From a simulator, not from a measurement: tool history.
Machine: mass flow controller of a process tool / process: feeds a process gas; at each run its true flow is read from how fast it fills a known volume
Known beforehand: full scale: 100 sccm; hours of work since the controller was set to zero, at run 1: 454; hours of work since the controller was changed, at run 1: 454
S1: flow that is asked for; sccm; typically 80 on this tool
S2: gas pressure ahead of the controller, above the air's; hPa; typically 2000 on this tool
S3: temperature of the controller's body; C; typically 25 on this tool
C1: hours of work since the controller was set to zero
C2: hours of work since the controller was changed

Run 1, hour 0: usual settings; C1 454; C2 454. Result: true flow (%) 99.64.
Run 2, hour 82.9: usual settings; C1 495; C2 495. Result: true flow (%) 99.65.
Run 3, hour 135: usual settings; C1 520; C2 520. Result: true flow (%) 99.62.
Run 4, hour 205: usual settings; C1 555; C2 555. Result: true flow (%) 99.59.
Run 5, hour 291.4: usual settings but S3 32 C; C1 597; C2 597. Result: true flow (%) 99.03.
Run 6, hour 374.8: usual settings but S3 32 C; C1 638; C2 638. Result: true flow (%) 98.91.
Run 7, hour 447.8: usual settings; C1 674; C2 674. Result: true flow (%) 99.66.
Run 8, hour 488.7: usual settings but S3 34 C; C1 695; C2 695. Result: true flow (%) 98.72.
Run 9, hour 581.3: usual settings; C1 740; C2 740. Result: true flow (%) 99.65.
Run 10, hour 633.7: usual settings; C1 766; C2 766. Result: true flow (%) 99.43.
Run 11, hour 685.4: usual settings; C1 791; C2 791. Result: true flow (%) 99.53.
Run 12, hour 765.2: usual settings but S2 2510 hPa; C1 831; C2 831. Result: true flow (%) 99.24.
At hour 775: controller's zero set anew.
Run 13, hour 826.7: usual settings but S1 24 sccm, S2 2110 hPa; C1 25; C2 861. Result: true flow (%) 97.79.
Run 14, hour 927.5: usual settings but S1 21 sccm, S2 1680 hPa; C1 75; C2 910. Result: true flow (%) 97.82.
Run 15, hour 977.6: usual settings but S1 25 sccm, S2 1760 hPa; C1 100; C2 935. Result: true flow (%) 97.95.
At hour 1018.1: controller's zero set anew, once more.
Run 16, hour 1058.7: usual settings but S1 21 sccm, S2 2040 hPa, S3 34 C; C1 20; C2 975. Result: true flow (%) 98.06.
Run 17, hour 1100: usual settings but S1 21 sccm, S2 2040 hPa, S3 34 C; C1 40; C2 995. Result: true flow (%) 97.93.
Run 18, hour 1172: usual settings but S1 21 sccm, S2 2040 hPa, S3 34 C; C1 76; C2 1031. Result: true flow (%) 97.94.
Run 19, hour 1217.7: usual settings but S1 21 sccm, S2 2040 hPa, S3 34 C; C1 98; C2 1053. Result: true flow (%) 97.85.
Run 20, hour 1281.5: usual settings but S1 57 sccm; C1 130; C2 1084. Result: true flow (%) 99.36.
Run 21, hour 1322.8: usual settings but S1 44 sccm, S2 1780 hPa, S3 39 C; C1 150; C2 1105. Result: true flow (%) 98.08.
Run 22, hour 1392.8: usual settings but S1 44 sccm, S2 1780 hPa, S3 39 C; C1 185; C2 1139. Result: true flow (%) 98.09.
Run 23, hour 1451.9: usual settings but S1 73 sccm, S2 1620 hPa, S3 33 C; C1 214; C2 1168. Result: true flow (%) 99.17.

4 ways to go on from here, each from the tool as it stands after run 23. What would each give?
Run A, hour 1501.1: usual settings but S1 73 sccm, S2 1620 hPa, S3 23 C; C1 238; C2 1193. Result: true flow (%) ?.
Run B, hour 1501.1: usual settings but S1 73 sccm, S2 1620 hPa, S3 24 C; C1 238; C2 1193. Result: true flow (%) ?.
Run C, hour 1501.1: usual settings but S3 31 C; C1 238; C2 1193. Result: true flow (%) ?.
Run D, hour 1501.1: usual settings but S1 39 sccm, S2 2500 hPa, S3 33 C; C1 238; C2 1193. Result: true flow (%) ?.

run  true flow (%)
  A         100.05
  B         100.19
  C          99.35
  D           98.1
Take away the tool's hidden state, keep each run's random variation, and the runs would have read:
run  true flow (%)
  A          99.93
  B         100.06
  C          99.22
  D          98.04

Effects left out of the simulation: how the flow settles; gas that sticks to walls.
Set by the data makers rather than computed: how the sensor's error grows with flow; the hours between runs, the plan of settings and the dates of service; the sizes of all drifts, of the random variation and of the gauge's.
